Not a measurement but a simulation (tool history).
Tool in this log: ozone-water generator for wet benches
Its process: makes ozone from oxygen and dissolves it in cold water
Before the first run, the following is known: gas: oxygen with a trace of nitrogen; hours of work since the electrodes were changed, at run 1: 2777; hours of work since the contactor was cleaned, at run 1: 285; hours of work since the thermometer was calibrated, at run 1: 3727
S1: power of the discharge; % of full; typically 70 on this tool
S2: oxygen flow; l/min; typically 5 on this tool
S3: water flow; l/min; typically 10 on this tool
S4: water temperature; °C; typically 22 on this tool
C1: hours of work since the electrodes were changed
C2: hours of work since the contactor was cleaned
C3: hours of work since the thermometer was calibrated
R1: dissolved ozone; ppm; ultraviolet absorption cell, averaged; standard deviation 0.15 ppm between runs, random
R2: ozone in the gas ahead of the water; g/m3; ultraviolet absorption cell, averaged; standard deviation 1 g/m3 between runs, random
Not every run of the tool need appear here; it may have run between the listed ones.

run    hour  S1    S2  S3  S4    C1    C2    C3    R1     R2
  1       0  70     5  10  22  2777   285  3727    19  175.6
  2    43.9  70     5  10  22  2817   325  3767  18.8  174.4
  3   121.3  70     5  10  22  2888   395  3837    19  173.8
  4   190.6  70     5  10  22  2950   458  3900  19.2  175.7
  5   236.2  70     5  10  22  2992   499  3942    19  174.8
  6   271.3  70     5  10  22  3024   531  3973  18.8  174.1
  7     334  70     5  10  22  3081   588  4030  18.9  174.6
  8   367.4  70  6.28  10  22  3111   618  4061  18.2  155.4
  9   434.8  70  6.28  10  22  3172   679  4122  18.3  154.3
 10   482.4  65     5  10  22  3215   723  4165  18.2  165.2
 11   524.7  65     5  10  22  3254   761  4203  17.9  166.9
      530.7  -- water thermometer calibrated
 12     593  70     5  10  22  3315   822    57  18.9  173.7
 13   666.3  70     5  10  22  3382   889   123  18.9  173.1
 14   726.9  70     5  10  22  3437   944   178  18.9  174.3
 15   781.6  70     5  10  22  3486   994   228  19.1  175.5
 16   824.9  70  7.43  10  22  3526  1033   267  17.4  142.6
 17   901.4  70  7.43  10  22  3595  1102   336  17.4  142.9
 18   939.3  70  6.71  10  18  3629  1137   371  19.6  150.3
 19    1006  76  6.82   9  17  3690  1197   431  22.8  159.9
 20  1046.6  64  6.94   7  16  3727  1234   468  23.8  138.7
 21  1095.7  64  6.94   7  16  3771  1279   513  24.1  138.7
 22  1156.1  48  3.85   8  23  3826  1333   567  17.3  151.9
 23    1195  73  3.85   8  23  3861  1369   603  23.2  205.3
 24  1243.1  77  3.74  10  27  3905  1412   646  19.2  216.4
 25    1287  77  3.74  10  27  3945  1452   686  18.9  216.9
 26  1342.9  77     3  10  23  3996  1503   737  21.3  241.4
 27  1384.4  77     3  10  23  4033  1541   775  20.7    245

Predict the results of run 28:
 28  1441.5  94  5.59  10  21  4085  1592  826   ?   ?

Logged for run 28: R1 23.3 ppm, R2 204 g/m3.
Without the tool's hidden state the same run would have given R1 23.3 ppm, R2 204.4 g/m3.
